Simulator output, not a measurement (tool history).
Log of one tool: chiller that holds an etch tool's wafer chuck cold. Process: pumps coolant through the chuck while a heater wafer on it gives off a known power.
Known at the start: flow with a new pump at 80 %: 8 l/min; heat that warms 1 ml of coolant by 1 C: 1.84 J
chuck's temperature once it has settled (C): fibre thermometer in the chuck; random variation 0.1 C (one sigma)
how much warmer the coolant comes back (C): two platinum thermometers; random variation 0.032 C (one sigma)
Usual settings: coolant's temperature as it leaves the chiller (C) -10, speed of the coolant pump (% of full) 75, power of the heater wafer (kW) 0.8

run	hour	coolant's temperature as it leaves the chiller (C)	speed of the coolant pump (% of full)	power of the heater wafer (kW)	chuck's temperature once it has settled (C)	how much warmer the coolant comes back (C)
1	0	-10	75	0.8	0	3.92
2	86.2	-14	75	0.8	-3.9	3.98
3	172.4	-14	75	0.8	-3.8	3.88
# hour 278.9: chiller's thermometer calibrated
4	284.7	-10	75	0.8	-0.9	3.95
5	398	-10	75	0.8	-0.7	4
6	480	-5	75	0.8	4.4	4.06
7	564.9	-10	75	0.8	-0.6	3.94
8	663.6	-10	75	0.8	-0.4	4.01
9	770.1	-10	93	0.8	-1.7	3.22
# hour 808.3: coolant pump overhauled
10	872.5	-10	76	0.8	0.3	4.28
# hour 888.3: coolant changed, channels flushed
11	1000.2	-10	90	0.8	-2.9	3.62
12	1081.8	-10	90	0.8	-2.8	3.58
13	1139.6	-10	90	0.8	-2.8	3.56
# hour 1206.7: coolant pump overhauled, once more
14	1230.7	-10	90	0.8	-3.9	2.82
15	1348.8	-10	90	0.8	-3.9	2.85
16	1450.3	-10	90	0.8	-3.6	2.91
17	1518.5	-10	90	0.8	-3.4	2.87
18	1606.6	-9	72	0.85	-0.9	4
19	1719.8	-10	71	0.8	-2.2	3.77
20	1802.8	-10	95	0.591	-5.4	2.05
21	1931	-8	66	0.554	-2.2	2.9
22	2031.5	-9	64	0.867	0.4	4.64
23	2161.9	-10	61	0.525	-3.8	2.97
24	2293.3	-14	70	0.71	-6.6	3.49
25	2394.9	-12	88	1.018	-3	3.9
26	2500.5	-12	88	1.018	-2.7	3.97
27	2612.7	-18	70	0.452	-13	2.24
28	2720	-1	88	0.595	4.6	2.33
29	2833.8	-1	88	0.595	4.8	2.34
30	2961.8	-5	91	0.595	0.5	2.3
31	3088.2	-2	94	0.405	2	1.41

5 ways to go on from here, each from the tool as it stands after run 31. What would each give?
A	3179.4	-10	68	0.8	?	?
B	3179.4	-5	100	0.421	?	?
C	3179.4	-18	68	1.002	?	?
D	3179.4	-14	94	0.77	?	?
E	3179.4	-2	94	0.405	?	?

run	chuck's temperature once it has settled (C)	how much warmer the coolant comes back (C)
A	-0.6	4.19
B	-1	1.45
C	-6.4	5.24
D	-6.8	2.78
E	2.2	1.43
Without the tool's hidden state the same runs would have given:
run	chuck's temperature once it has settled (C)	how much warmer the coolant comes back (C)
A	-2.6	3.88
B	-2.1	1.34
C	-8.7	4.86
D	-8.5	2.58
E	1	1.33
